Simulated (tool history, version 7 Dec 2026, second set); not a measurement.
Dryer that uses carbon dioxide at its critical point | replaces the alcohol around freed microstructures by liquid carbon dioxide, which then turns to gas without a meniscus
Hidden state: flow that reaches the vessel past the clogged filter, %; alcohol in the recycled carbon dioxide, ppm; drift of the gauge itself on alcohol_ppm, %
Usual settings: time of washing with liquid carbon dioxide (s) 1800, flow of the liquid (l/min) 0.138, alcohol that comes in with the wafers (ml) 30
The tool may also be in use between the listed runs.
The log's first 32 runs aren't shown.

run	hour	time of washing with liquid carbon dioxide (s)	flow of the liquid (l/min)	alcohol that comes in with the wafers (ml)	hours of work since the filter was changed	hours of work since the purifier's bed was changed	alcohol left in the vessel before it's heated (ppm by volume)
33	391.2	1740	0.115	83	352	352	858
34	404.4	1740	0.115	83	357	357	843
35	418.0	1800	0.138	34	362	362	163
36	425.6	2220	0.138	86	366	366	136
37	434.6	2100	0.195	30	369	369	90
38	448.4	2100	0.195	30	375	375	95
39	458.1	2100	0.195	30	379	379	101
40	468.7	1800	0.095	99	383	383	2120
41	476.1	1800	0.172	105	386	386	144

Forecast each of these 5 alternatives for the next run:
A	486.9	1260	0.138	30	390	390	?
B	486.9	1440	0.172	105	390	390	?
C	486.9	1860	0.172	105	390	390	?
D	486.9	1800	0.138	47	390	390	?
E	486.9	1740	0.233	98	390	390	?

run	alcohol left in the vessel before it's heated (ppm by volume)
A	696
B	387
C	146
D	230
E	100
Without the tool's hidden state the same runs would have given:
run	alcohol left in the vessel before it's heated (ppm by volume)
A	437
B	184
C	31
D	86
E	4
